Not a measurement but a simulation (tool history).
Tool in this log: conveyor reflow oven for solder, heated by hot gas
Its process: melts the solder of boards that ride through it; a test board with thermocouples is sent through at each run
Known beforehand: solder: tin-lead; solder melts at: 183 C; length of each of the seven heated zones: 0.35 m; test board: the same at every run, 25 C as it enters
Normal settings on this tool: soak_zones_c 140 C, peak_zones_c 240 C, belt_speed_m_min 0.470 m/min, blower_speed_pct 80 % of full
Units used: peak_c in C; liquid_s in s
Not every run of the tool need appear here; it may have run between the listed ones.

run,hour,soak_zones_c,peak_zones_c,belt_speed_m_min,blower_speed_pct,peak_c,liquid_s
1,0.0,140,240,0.470,80,227.1,76.4
2,86.6,144,240,0.470,80,226.6,78.3
3,161.3,140,240,0.470,55,222.4,73.1
4,259.9,140,240,0.470,55,222.0,72.8
5,304.3,140,231,0.470,55,214.3,65.6
6,357.2,140,231,0.470,55,213.6,65.8
# hour 412.4: thermocouples of zones 6 and 7 changed
7,437.9,140,231,0.470,76,218.1,70.5
# hour 520.6: flux residue cleaned out of gas plates and filters
8,540.0,140,231,0.470,76,219.8,72.3
9,625.8,140,231,0.470,76,219.0,72.6
10,687.6,140,231,0.470,76,220.1,72.3
11,745.6,140,240,0.470,80,228.0,77.8
12,846.2,140,240,0.470,80,227.9,78.1
13,886.7,140,246,0.470,80,232.8,80.7
14,974.5,140,246,0.470,80,232.6,80.6
15,1066.5,137,240,0.470,80,225.9,76.1
# hour 1160.0: flux residue cleaned out of gas plates and filters
16,1171.3,140,240,0.470,89,230.0,79.5
17,1245.9,140,240,0.470,89,229.4,79.5
18,1302.3,149,240,0.510,81,227.3,74.9
19,1350.9,140,240,0.470,68,226.2,77.0
20,1449.5,140,240,0.399,80,230.9,95.6
21,1520.9,140,234,0.470,56,218.0,70.9
22,1600.3,155,254,0.441,80,243.0,98.8
23,1669.1,136,254,0.441,83,241.2,89.8
24,1767.9,144,240,0.404,57,227.8,93.8
# hour 1796.8: flux residue cleaned out of gas plates and filters
25,1826.1,143,248,0.420,80,238.5,96.2
26,1890.7,143,249,0.420,80,239.6,96.8
27,1953.7,141,249,0.550,80,231.6,69.3
28,2002.8,141,249,0.550,80,231.8,69.3
29,2079.5,149,241,0.500,80,227.6,77.0

What if the next run were any one of these 4? Each begins from the tool's condition after run 29:
A,2136.3,151,240,0.470,80,?,?
B,2136.3,139,245,0.466,80,?,?
C,2136.3,149,231,0.500,80,?,?
D,2136.3,142,240,0.470,80,?,?

run,peak_c,liquid_s
A,228.3,84.4
B,231.4,81.9
C,218.5,72.0
D,227.3,79.4
The same runs, with their run-to-run variation unchanged, on a tool lacking any hidden condition would have given:
run,peak_c,liquid_s
A,230.1,82.9
B,233.3,80.6
C,220.3,71.3
D,229.2,78.2

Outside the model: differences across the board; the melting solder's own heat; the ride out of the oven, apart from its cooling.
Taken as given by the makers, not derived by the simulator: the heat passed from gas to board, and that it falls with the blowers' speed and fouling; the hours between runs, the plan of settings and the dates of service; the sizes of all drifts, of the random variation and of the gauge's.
